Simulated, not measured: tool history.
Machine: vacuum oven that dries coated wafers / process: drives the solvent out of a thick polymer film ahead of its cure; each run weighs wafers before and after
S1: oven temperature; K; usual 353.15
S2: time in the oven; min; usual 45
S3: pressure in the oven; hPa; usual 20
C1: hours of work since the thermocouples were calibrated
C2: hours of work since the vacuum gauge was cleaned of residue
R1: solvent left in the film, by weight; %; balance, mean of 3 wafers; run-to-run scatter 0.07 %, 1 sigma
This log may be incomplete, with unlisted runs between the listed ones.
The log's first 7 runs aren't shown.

run,hour,S1,S2,S3,C1,C2,R1
8,433.8,353.15,45,14.9,453,1357,5.03
9,525,353.15,45,14.9,504,1407,5.11
10,600.8,367.15,45,14.9,545,1449,2.36
11,645.1,367.15,45,14.9,570,1473,2.33
12,705.3,353.15,45,20,603,1506,5.98
13,793.8,353.15,45,20,652,1555,6
14,889.5,353.15,45,41.5,704,1608,9.76
15,952.9,353.15,35,20,739,1643,7.05
16,1048.3,353.15,35,20,792,1695,7.18
17,1104.2,353.15,35,20,822,1726,7.17
18,1189,353.15,35,20,869,1773,7.19
19,1244.3,353.15,35,20,900,1803,7.3
20,1292,353.15,35,20,926,1829,7.44
21,1350.4,353.15,47,20,958,1861,6.12
22,1409.4,353.15,47,20,991,1894,6.08
23,1462,366.15,47,20,1019,1923,3.15
24,1525.4,353.15,45,20,1054,1958,6.46
25,1601,353.15,45,20,1096,1999,6.48

Forecast run 26:
# hour 1680.3: vacuum gauge cleaned of residue and calibrated
26,1686.9,353.15,45,50.1,1142,4,?

R1: 10.11 %
The same run, on a tool lacking any hidden state, would have yielded R1 9.77 %.
